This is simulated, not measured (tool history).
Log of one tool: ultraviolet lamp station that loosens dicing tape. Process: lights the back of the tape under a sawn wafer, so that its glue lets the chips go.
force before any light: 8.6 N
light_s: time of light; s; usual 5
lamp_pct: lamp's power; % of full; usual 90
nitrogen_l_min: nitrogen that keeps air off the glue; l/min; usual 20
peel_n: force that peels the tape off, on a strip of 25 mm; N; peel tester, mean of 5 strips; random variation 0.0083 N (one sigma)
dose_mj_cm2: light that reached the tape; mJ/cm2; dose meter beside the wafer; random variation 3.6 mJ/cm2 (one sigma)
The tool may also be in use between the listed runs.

{"run": 1, "hour": 0.0, "light_s": 5, "lamp_pct": 90, "nitrogen_l_min": 20, "peel_n": 0.368, "dose_mj_cm2": 573}
{"run": 2, "hour": 61.3, "light_s": 5, "lamp_pct": 90, "nitrogen_l_min": 20, "peel_n": 0.387, "dose_mj_cm2": 560}
{"run": 3, "hour": 133.7, "light_s": 5, "lamp_pct": 61, "nitrogen_l_min": 20, "peel_n": 0.972, "dose_mj_cm2": 370}
{"run": 4, "hour": 205.3, "light_s": 5, "lamp_pct": 90, "nitrogen_l_min": 15, "peel_n": 0.559, "dose_mj_cm2": 530}
{"hour": 233.2, "done": "window cleaned of glue's vapour"}
{"run": 5, "hour": 251.4, "light_s": 5, "lamp_pct": 90, "nitrogen_l_min": 15, "peel_n": 0.501, "dose_mj_cm2": 558}
{"run": 6, "hour": 281.2, "light_s": 5, "lamp_pct": 72, "nitrogen_l_min": 20, "peel_n": 0.629, "dose_mj_cm2": 442}
{"run": 7, "hour": 322.5, "light_s": 5, "lamp_pct": 90, "nitrogen_l_min": 20, "peel_n": 0.402, "dose_mj_cm2": 548}
{"run": 8, "hour": 379.0, "light_s": 5, "lamp_pct": 90, "nitrogen_l_min": 8, "peel_n": 1.013, "dose_mj_cm2": 535}
{"run": 9, "hour": 450.9, "light_s": 5, "lamp_pct": 90, "nitrogen_l_min": 8, "peel_n": 1.025, "dose_mj_cm2": 519}
{"run": 10, "hour": 523.9, "light_s": 5, "lamp_pct": 90, "nitrogen_l_min": 8, "peel_n": 1.112, "dose_mj_cm2": 508}
{"run": 11, "hour": 569.4, "light_s": 5, "lamp_pct": 90, "nitrogen_l_min": 8, "peel_n": 1.131, "dose_mj_cm2": 504}
{"run": 12, "hour": 636.8, "light_s": 5, "lamp_pct": 90, "nitrogen_l_min": 8, "peel_n": 1.213, "dose_mj_cm2": 485}
{"run": 13, "hour": 674.1, "light_s": 10, "lamp_pct": 78, "nitrogen_l_min": 35, "peel_n": 0.174, "dose_mj_cm2": 832}
{"run": 14, "hour": 710.5, "light_s": 10, "lamp_pct": 78, "nitrogen_l_min": 35, "peel_n": 0.19, "dose_mj_cm2": 814}

3 ways to go on from here, each from the tool as it stands after run 14. What would each give?
{"run": "A", "hour": 749.4, "light_s": 7, "lamp_pct": 71, "nitrogen_l_min": 29, "peel_n": "?", "dose_mj_cm2": "?"}
{"run": "B", "hour": 749.4, "light_s": 10, "lamp_pct": 85, "nitrogen_l_min": 21, "peel_n": "?", "dose_mj_cm2": "?"}
{"run": "C", "hour": 749.4, "light_s": 8, "lamp_pct": 99, "nitrogen_l_min": 35, "peel_n": "?", "dose_mj_cm2": "?"}

run=A peel_n=0.336 dose_mj_cm2=505
run=B peel_n=0.187 dose_mj_cm2=875
run=C peel_n=0.189 dose_mj_cm2=807
Without the tool's hidden state the same runs would have given:
run=A peel_n=0.211 dose_mj_cm2=660
run=B peel_n=0.166 dose_mj_cm2=1144
run=C peel_n=0.178 dose_mj_cm2=1055
